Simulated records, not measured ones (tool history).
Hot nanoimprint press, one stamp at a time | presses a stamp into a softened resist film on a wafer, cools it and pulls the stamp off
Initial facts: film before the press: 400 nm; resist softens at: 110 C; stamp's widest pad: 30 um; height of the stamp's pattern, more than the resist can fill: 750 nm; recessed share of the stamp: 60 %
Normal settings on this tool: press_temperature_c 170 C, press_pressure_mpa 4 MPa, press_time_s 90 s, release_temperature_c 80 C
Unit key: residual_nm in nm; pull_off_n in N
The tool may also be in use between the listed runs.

run,hour,press_temperature_c,press_pressure_mpa,press_time_s,release_temperature_c,residual_nm,pull_off_n
1,0,170,4,90,80,141.2,144
2,35.3,170,4,90,80,140,147
3,77.8,170,4,90,80,138.4,154
4,107,170,4,64,80,160,156
5,145.4,170,4,64,81,157.5,162
6,175.9,170,4,64,81,157.5,164
# hour 192.4: stamp cleaned and given a new release coat
7,237.6,170,4,64,81,154.7,146
8,291.3,170,4,64,81,153.8,149
9,329.3,170,4,64,81,153.7,153
# hour 362.3: plate thermocouple calibrated
10,379.6,170,4,64,81,170.6,161
# hour 422.8: stamp cleaned and given a new release coat
11,437.5,170,4,64,81,169,136
12,500.9,170,4,64,81,167.3,151
13,533.1,170,4,64,81,166.8,149
14,570.9,170,4,90,78,144.4,162
# hour 594.7: press's hydraulic seals changed and the load cell set to zero
15,640.7,170,4,90,78,139.1,174
# hour 656.3: stamp cleaned and given a new release coat
16,709.9,170,4,90,72,135.7,162
17,758.9,170,3.59,90,87,143.1,137
18,789.5,160,3.13,75,87,276.1,143
19,852.5,160,3.13,75,87,272.5,149
# hour 881.7: stamp cleaned and given a new release coat
20,890.3,160,3.13,75,87,271.5,122
21,954.4,170,6.34,50,65,128.3,169
# hour 997: plate thermocouple calibrated
22,997.8,178,5.66,63,80,89.1,154
23,1044.4,178,5.66,63,80,87.9,163
# hour 1108.2: stamp cleaned and given a new release coat
24,1108.2,175,3.73,90,80,111,142
25,1159.2,170,4,90,80,144.1,148
26,1188.7,164,3.88,90,80,204.4,151
27,1229.7,167,4,140,80,142.2,155
28,1282.9,167,4,140,80,139.8,164
# hour 1331.9: stamp cleaned and given a new release coat
29,1347.3,160,3.79,53,67,287.2,160

Each row is a separate what-if for the run after 29, all from the same tool condition, not one after another. Results?
A,1406.2,160,5.13,123,67,?,?
B,1406.2,164,3.79,99,86,?,?
C,1406.2,166,4,90,71,?,?
D,1406.2,158,4.51,90,78,?,?

run,residual_nm,pull_off_n
A,199.3,177
B,193.5,142
C,173.2,164
D,259.3,151
With the hidden condition removed and each run's random variation left untouched, the same runs would have given:
run,residual_nm,pull_off_n
A,211.5,169
B,205.8,136
C,184.2,157
D,272.8,145
